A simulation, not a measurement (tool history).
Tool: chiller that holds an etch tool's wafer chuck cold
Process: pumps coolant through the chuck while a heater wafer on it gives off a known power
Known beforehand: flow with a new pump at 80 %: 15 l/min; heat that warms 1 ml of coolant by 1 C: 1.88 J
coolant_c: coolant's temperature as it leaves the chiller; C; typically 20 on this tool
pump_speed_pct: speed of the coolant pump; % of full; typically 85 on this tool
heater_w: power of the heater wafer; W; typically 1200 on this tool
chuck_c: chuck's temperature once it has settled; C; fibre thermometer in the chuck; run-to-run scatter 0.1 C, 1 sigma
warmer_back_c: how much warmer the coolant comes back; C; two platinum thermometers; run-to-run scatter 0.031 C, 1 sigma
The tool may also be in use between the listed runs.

{"run": 1, "hour": 0.0, "coolant_c": 20, "pump_speed_pct": 85, "heater_w": 1200, "chuck_c": 32.1, "warmer_back_c": 2.42}
{"run": 2, "hour": 44.0, "coolant_c": 20, "pump_speed_pct": 74, "heater_w": 1200, "chuck_c": 33.3, "warmer_back_c": 2.82}
{"run": 3, "hour": 79.0, "coolant_c": 20, "pump_speed_pct": 74, "heater_w": 1200, "chuck_c": 33.2, "warmer_back_c": 2.8}
{"run": 4, "hour": 142.7, "coolant_c": 20, "pump_speed_pct": 85, "heater_w": 1236, "chuck_c": 32.4, "warmer_back_c": 2.49}
{"run": 5, "hour": 197.6, "coolant_c": 20, "pump_speed_pct": 85, "heater_w": 1200, "chuck_c": 32.2, "warmer_back_c": 2.43}
{"hour": 202.2, "done": "chiller's thermometer calibrated"}
{"run": 6, "hour": 260.7, "coolant_c": 20, "pump_speed_pct": 85, "heater_w": 1200, "chuck_c": 32.6, "warmer_back_c": 2.46}
{"run": 7, "hour": 303.6, "coolant_c": 20, "pump_speed_pct": 70, "heater_w": 1330, "chuck_c": 35.8, "warmer_back_c": 3.32}
{"run": 8, "hour": 340.2, "coolant_c": 20, "pump_speed_pct": 65, "heater_w": 1200, "chuck_c": 35, "warmer_back_c": 3.29}
{"run": 9, "hour": 396.1, "coolant_c": 28, "pump_speed_pct": 65, "heater_w": 1332, "chuck_c": 44.6, "warmer_back_c": 3.63}
{"run": 10, "hour": 430.2, "coolant_c": 13, "pump_speed_pct": 65, "heater_w": 781, "chuck_c": 23, "warmer_back_c": 2.13}
{"run": 11, "hour": 494.0, "coolant_c": 13, "pump_speed_pct": 65, "heater_w": 781, "chuck_c": 23.2, "warmer_back_c": 2.13}

A few steps of chuck_c between consecutive runs. Split each: what settings, incoming material and random variation would produce without the hidden state, and what is left over for the hidden state, along with gauge scatter present in only one of the two compared results (measured, and without hidden state):
The tool's hidden condition here consists of: heat passed by the chuck's channels, % of clean ones'; flow at a given pump speed, % of a new pump's; coolant's true temperature over the reading, C; drift of the gauge itself on chuck_c, C; drift of the gauge itself on warmer_back_c, C.
Run 9 -> 10: coolant_c 28 -> 13, heater_w 1332 -> 781. chuck_c -21.6 C: hidden state -1.2, all else -20.4.

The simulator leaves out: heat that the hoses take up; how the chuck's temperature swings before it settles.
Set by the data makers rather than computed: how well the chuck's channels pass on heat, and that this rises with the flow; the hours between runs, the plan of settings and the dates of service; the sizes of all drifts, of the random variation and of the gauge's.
